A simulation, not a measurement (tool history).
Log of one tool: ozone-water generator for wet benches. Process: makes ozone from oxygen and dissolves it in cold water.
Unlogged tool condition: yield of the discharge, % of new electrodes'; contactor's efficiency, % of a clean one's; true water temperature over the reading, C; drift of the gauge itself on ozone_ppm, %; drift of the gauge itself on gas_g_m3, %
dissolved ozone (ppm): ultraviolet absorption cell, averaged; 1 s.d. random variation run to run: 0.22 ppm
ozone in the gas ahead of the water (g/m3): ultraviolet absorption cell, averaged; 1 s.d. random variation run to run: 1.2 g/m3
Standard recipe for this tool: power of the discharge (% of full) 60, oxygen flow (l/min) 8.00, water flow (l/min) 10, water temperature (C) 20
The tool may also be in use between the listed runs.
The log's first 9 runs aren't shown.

| run | hour | power of the discharge (% of full) | oxygen flow (l/min) | water flow (l/min) | water temperature (C) | hours of work since the electrodes were changed | hours of work since the contactor was cleaned | hours of work since the thermometer was calibrated | dissolved ozone (ppm) | ozone in the gas ahead of the water (g/m3) |
|---|---|---|---|---|---|---|---|---|---|---|
| 10 | 205.2 | 60 | 8.00 | 10 | 20 | 444 | 2987 | 2097 | 31.6 | 225.6 |
| 11 | 232.1 | 60 | 8.00 | 10 | 20 | 462 | 3006 | 2115 | 31.9 | 225.9 |
| 12 | 264.5 | 60 | 8.00 | 10 | 20 | 484 | 3027 | 2137 | 31.9 | 226.0 |
| 13 | 291.9 | 60 | 8.00 | 10 | 20 | 502 | 3046 | 2156 | 31.7 | 225.9 |
| 14 | 326.3 | 60 | 8.00 | 10 | 20 | 526 | 3069 | 2179 | 31.9 | 225.8 |
| 15 | 349.7 | 60 | 8.00 | 13 | 20 | 541 | 3085 | 2195 | 26.4 | 224.1 |
| 16 | 374.2 | 60 | 8.00 | 8 | 20 | 558 | 3101 | 2211 | 36.2 | 224.4 |
| 17 | 403.7 | 69 | 9.63 | 10 | 20 | 578 | 3121 | 2231 | 34.8 | 231.2 |
| 18 | 424.3 | 69 | 9.63 | 10 | 20 | 592 | 3135 | 2245 | 34.8 | 231.5 |
| 19 | 454.9 | 69 | 4.00 | 13 | 14 | 612 | 3156 | 2266 | 34.7 | 354.4 |
| 20 | 485.3 | 60 | 5.87 | 10 | 19 | 633 | 3176 | 2286 | 34.5 | 261.5 |
| 21 | 515.0 | 60 | 5.87 | 10 | 19 | 653 | 3196 | 2306 | 34.2 | 260.8 |
| 22 | 536.6 | 60 | 8.00 | 10 | 25 | 667 | 3211 | 2321 | 28.2 | 224.2 |
| 23 | 552.0 | 60 | 8.00 | 8 | 25 | 678 | 3221 | 2331 | 32.2 | 222.6 |
| 24 | 582.6 | 60 | 8.00 | 8 | 25 | 698 | 3242 | 2352 | 32.3 | 227.2 |
| 25 | 598.5 | 60 | 8.00 | 8 | 25 | 709 | 3253 | 2362 | 32.1 | 222.7 |
| 26 | 628.3 | 60 | 8.00 | 8 | 25 | 729 | 3273 | 2383 | 32.7 | 223.2 |
| 27 | 646.3 | 60 | 8.00 | 8 | 25 | 741 | 3285 | 2395 | 32.0 | 223.9 |
| 28 | 679.1 | 43 | 4.83 | 10 | 17 | 764 | 3307 | 2417 | 27.5 | 213.9 |
| 29 | 710.5 | 60 | 11.90 | 8 | 24 | 785 | 3328 | 2438 | 28.9 | 181.9 |
| 30 | 734.0 | 60 | 4.76 | 13 | 20 | 801 | 3344 | 2454 | 28.3 | 285.9 |
| 31 | 759.2 | 60 | 4.76 | 13 | 24 | 818 | 3361 | 2471 | 26.1 | 284.0 |
| 32 | 792.0 | 66 | 8.00 | 8 | 19 | 840 | 3383 | 2493 | 39.9 | 243.2 |

Each row is a separate what-if for the run after 32, all from the same tool condition, not one after another. Results?
| A | 811.8 | 48 | 9.78 | 8 | 25 | 853 | 3397 | 2506 | ? | ? |
| B | 811.8 | 60 | 8.00 | 10 | 16 | 853 | 3397 | 2506 | ? | ? |
| C | 811.8 | 60 | 8.00 | 8 | 20 | 853 | 3397 | 2506 | ? | ? |
| D | 811.8 | 51 | 8.00 | 10 | 20 | 853 | 3397 | 2506 | ? | ? |

| run | dissolved ozone (ppm) | ozone in the gas ahead of the water (g/m3) |
|---|---|---|
| A | 24.7 | 165.1 |
| B | 34.7 | 221.3 |
| C | 36.3 | 221.0 |
| D | 27.4 | 192.3 |
Without the tool's hidden state the same runs would have given:
| run | dissolved ozone (ppm) | ozone in the gas ahead of the water (g/m3) |
|---|---|---|
| A | 24.7 | 168.8 |
| B | 34.7 | 226.3 |
| C | 36.3 | 226.0 |
| D | 27.4 | 196.6 |
